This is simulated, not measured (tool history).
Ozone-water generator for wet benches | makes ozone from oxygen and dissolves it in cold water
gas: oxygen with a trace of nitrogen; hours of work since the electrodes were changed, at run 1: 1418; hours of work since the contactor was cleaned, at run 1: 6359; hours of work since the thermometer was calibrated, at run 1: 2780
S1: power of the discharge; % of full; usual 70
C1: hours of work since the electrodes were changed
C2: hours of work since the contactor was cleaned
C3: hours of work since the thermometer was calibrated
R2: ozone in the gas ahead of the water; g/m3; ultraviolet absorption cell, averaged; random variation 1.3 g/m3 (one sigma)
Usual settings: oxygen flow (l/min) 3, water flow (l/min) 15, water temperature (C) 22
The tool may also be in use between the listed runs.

{"run": 1, "hour": 0.0, "S1": 70, "oxygen flow (l/min)": 3, "water flow (l/min)": 15, "water temperature (C)": 22, "C1": 1418, "C2": 6359, "C3": 2780, "dissolved ozone (ppm)": 16.7, "R2": 242.3}
{"hour": 75.5, "done": "contactor cleaned"}
{"run": 2, "hour": 77.6, "S1": 70, "oxygen flow (l/min)": 3, "water flow (l/min)": 15, "water temperature (C)": 22, "C1": 1475, "C2": 2, "C3": 2837, "dissolved ozone (ppm)": 16.9, "R2": 243.1}
{"run": 3, "hour": 160.5, "S1": 70, "oxygen flow (l/min)": 3, "water flow (l/min)": 15, "water temperature (C)": 22, "C1": 1540, "C2": 66, "C3": 2901, "dissolved ozone (ppm)": 16.6, "R2": 241.6}
{"run": 4, "hour": 237.6, "S1": 70, "oxygen flow (l/min)": 3, "water flow (l/min)": 15, "water temperature (C)": 22, "C1": 1600, "C2": 126, "C3": 2961, "dissolved ozone (ppm)": 16.7, "R2": 240.2}
{"run": 5, "hour": 350.7, "S1": 70, "oxygen flow (l/min)": 3, "water flow (l/min)": 15, "water temperature (C)": 22, "C1": 1688, "C2": 214, "C3": 3050, "dissolved ozone (ppm)": 16.6, "R2": 240.2}
{"run": 6, "hour": 456.3, "S1": 49, "oxygen flow (l/min)": 3, "water flow (l/min)": 15, "water temperature (C)": 22, "C1": 1770, "C2": 296, "C3": 3132, "dissolved ozone (ppm)": 14, "R2": 201.2}
{"run": 7, "hour": 553.6, "S1": 70, "oxygen flow (l/min)": 3, "water flow (l/min)": 15, "water temperature (C)": 22, "C1": 1846, "C2": 372, "C3": 3207, "dissolved ozone (ppm)": 16.9, "R2": 241.2}
{"run": 8, "hour": 644.3, "S1": 70, "oxygen flow (l/min)": 3, "water flow (l/min)": 15, "water temperature (C)": 22, "C1": 1917, "C2": 443, "C3": 3278, "dissolved ozone (ppm)": 16.6, "R2": 241.6}
{"hour": 707.6, "done": "water thermometer calibrated"}
{"run": 9, "hour": 719.6, "S1": 70, "oxygen flow (l/min)": 3, "water flow (l/min)": 15, "water temperature (C)": 22, "C1": 1975, "C2": 501, "C3": 9, "dissolved ozone (ppm)": 16.8, "R2": 241.4}
{"run": 10, "hour": 793.5, "S1": 70, "oxygen flow (l/min)": 3, "water flow (l/min)": 15, "water temperature (C)": 22, "C1": 2032, "C2": 558, "C3": 67, "dissolved ozone (ppm)": 16.6, "R2": 243.1}
{"run": 11, "hour": 892.8, "S1": 77, "oxygen flow (l/min)": 3, "water flow (l/min)": 15, "water temperature (C)": 22, "C1": 2110, "C2": 636, "C3": 144, "dissolved ozone (ppm)": 17.6, "R2": 250.4}
{"run": 12, "hour": 989.5, "S1": 70, "oxygen flow (l/min)": 3, "water flow (l/min)": 15, "water temperature (C)": 22, "C1": 2185, "C2": 711, "C3": 219, "dissolved ozone (ppm)": 16.6, "R2": 238.8}
{"run": 13, "hour": 1061.3, "S1": 70, "oxygen flow (l/min)": 3, "water flow (l/min)": 15, "water temperature (C)": 22, "C1": 2241, "C2": 767, "C3": 275, "dissolved ozone (ppm)": 16.6, "R2": 237.1}
{"run": 14, "hour": 1160.9, "S1": 70, "oxygen flow (l/min)": 3, "water flow (l/min)": 15, "water temperature (C)": 22, "C1": 2318, "C2": 844, "C3": 353, "dissolved ozone (ppm)": 16.6, "R2": 241.6}
{"run": 15, "hour": 1259.3, "S1": 70, "oxygen flow (l/min)": 3, "water flow (l/min)": 15, "water temperature (C)": 22, "C1": 2395, "C2": 921, "C3": 429, "dissolved ozone (ppm)": 16.7, "R2": 236.7}
{"run": 16, "hour": 1337.8, "S1": 70, "oxygen flow (l/min)": 3, "water flow (l/min)": 15, "water temperature (C)": 22, "C1": 2456, "C2": 982, "C3": 490, "dissolved ozone (ppm)": 16.6, "R2": 238.9}
{"run": 17, "hour": 1442.3, "S1": 70, "oxygen flow (l/min)": 3, "water flow (l/min)": 12, "water temperature (C)": 22, "C1": 2537, "C2": 1063, "C3": 572, "dissolved ozone (ppm)": 20.2, "R2": 238.1}
{"run": 18, "hour": 1527.8, "S1": 70, "oxygen flow (l/min)": 5.19, "water flow (l/min)": 20, "water temperature (C)": 22, "C1": 2604, "C2": 1130, "C3": 638, "dissolved ozone (ppm)": 12.8, "R2": 176.1}
{"run": 19, "hour": 1624.1, "S1": 45, "oxygen flow (l/min)": 3, "water flow (l/min)": 21, "water temperature (C)": 20, "C1": 2679, "C2": 1205, "C3": 713, "dissolved ozone (ppm)": 9.7, "R2": 189.9}
{"run": 20, "hour": 1734.3, "S1": 53, "oxygen flow (l/min)": 1.57, "water flow (l/min)": 15, "water temperature (C)": 22, "C1": 2764, "C2": 1291, "C3": 799, "dissolved ozone (ppm)": 13.9, "R2": 299}
{"run": 21, "hour": 1840.6, "S1": 53, "oxygen flow (l/min)": 1.57, "water flow (l/min)": 15, "water temperature (C)": 22, "C1": 2847, "C2": 1373, "C3": 882, "dissolved ozone (ppm)": 14, "R2": 298.6}
{"run": 22, "hour": 1917.7, "S1": 42, "oxygen flow (l/min)": 1.69, "water flow (l/min)": 13, "water temperature (C)": 22, "C1": 2907, "C2": 1433, "C3": 942, "dissolved ozone (ppm)": 14.3, "R2": 255.6}
{"run": 23, "hour": 1987.7, "S1": 42, "oxygen flow (l/min)": 1.69, "water flow (l/min)": 13, "water temperature (C)": 22, "C1": 2962, "C2": 1488, "C3": 996, "dissolved ozone (ppm)": 14.2, "R2": 254.7}
{"run": 24, "hour": 2077.8, "S1": 56, "oxygen flow (l/min)": 2.68, "water flow (l/min)": 15, "water temperature (C)": 22, "C1": 3032, "C2": 1558, "C3": 1066, "dissolved ozone (ppm)": 15.2, "R2": 226}
{"run": 25, "hour": 2181.0, "S1": 56, "oxygen flow (l/min)": 2.68, "water flow (l/min)": 15, "water temperature (C)": 22, "C1": 3112, "C2": 1638, "C3": 1147, "dissolved ozone (ppm)": 15, "R2": 226.8}
{"run": 26, "hour": 2286.5, "S1": 74, "oxygen flow (l/min)": 2.4, "water flow (l/min)": 12, "water temperature (C)": 30, "C1": 3194, "C2": 1720, "C3": 1229, "dissolved ozone (ppm)": 18.9, "R2": 276.2}
{"run": 27, "hour": 2379.6, "S1": 74, "oxygen flow (l/min)": 2.4, "water flow (l/min)": 12, "water temperature (C)": 30, "C1": 3267, "C2": 1793, "C3": 1301, "dissolved ozone (ppm)": 18.6, "R2": 274.1}
{"run": 28, "hour": 2465.9, "S1": 57, "oxygen flow (l/min)": 1.6, "water flow (l/min)": 15, "water temperature (C)": 18, "C1": 3334, "C2": 1860, "C3": 1368, "dissolved ozone (ppm)": 15, "R2": 300.4}
{"run": 29, "hour": 2551.2, "S1": 41, "oxygen flow (l/min)": 3, "water flow (l/min)": 13, "water temperature (C)": 22, "C1": 3400, "C2": 1926, "C3": 1435, "dissolved ozone (ppm)": 14.5, "R2": 180}
{"run": 30, "hour": 2656.1, "S1": 41, "oxygen flow (l/min)": 3, "water flow (l/min)": 13, "water temperature (C)": 22, "C1": 3482, "C2": 2008, "C3": 1516, "dissolved ozone (ppm)": 14.7, "R2": 177.5}
{"run": 31, "hour": 2760.2, "S1": 57, "oxygen flow (l/min)": 2.16, "water flow (l/min)": 12, "water temperature (C)": 18, "C1": 3563, "C2": 2089, "C3": 1597, "dissolved ozone (ppm)": 19.4, "R2": 254}
{"run": 32, "hour": 2815.1, "S1": 70, "oxygen flow (l/min)": 2.18, "water flow (l/min)": 21, "water temperature (C)": 16, "C1": 3605, "C2": 2132, "C3": 1640, "dissolved ozone (ppm)": 12, "R2": 282.3}
{"run": 33, "hour": 2869.3, "S1": 70, "oxygen flow (l/min)": 2.18, "water flow (l/min)": 21, "water temperature (C)": 16, "C1": 3648, "C2": 2174, "C3": 1682, "dissolved ozone (ppm)": 12, "R2": 282.4}
{"run": 34, "hour": 2941.9, "S1": 70, "oxygen flow (l/min)": 2.18, "water flow (l/min)": 21, "water temperature (C)": 16, "C1": 3704, "C2": 2230, "C3": 1739, "dissolved ozone (ppm)": 12.3, "R2": 283.9}

3 ways to go on from here, each from the tool as it stands after run 34. What would each give?
{"run": "A", "hour": 3025.3, "S1": 71, "oxygen flow (l/min)": 2.18, "water flow (l/min)": 10, "water temperature (C)": 25, "C1": 3769, "C2": 2295, "C3": 1804, "dissolved ozone (ppm)": "?", "R2": "?"}
{"run": "B", "hour": 3025.3, "S1": 42, "oxygen flow (l/min)": 4.01, "water flow (l/min)": 21, "water temperature (C)": 20, "C1": 3769, "C2": 2295, "C3": 1804, "dissolved ozone (ppm)": "?", "R2": "?"}
{"run": "C", "hour": 3025.3, "S1": 48, "oxygen flow (l/min)": 2.3, "water flow (l/min)": 11, "water temperature (C)": 16, "C1": 3769, "C2": 2295, "C3": 1804, "dissolved ozone (ppm)": "?", "R2": "?"}

run=A dissolved_ozone_(ppm)=23.3 R2=284
run=B dissolved_ozone_(ppm)=9.8 R2=154.9
run=C dissolved_ozone_(ppm)=19.5 R2=227
Without the tool's hidden state the same runs would have given:
run=A dissolved_ozone_(ppm)=23.3 R2=292.2
run=B dissolved_ozone_(ppm)=9.8 R2=159.2
run=C dissolved_ozone_(ppm)=19.5 R2=233.5
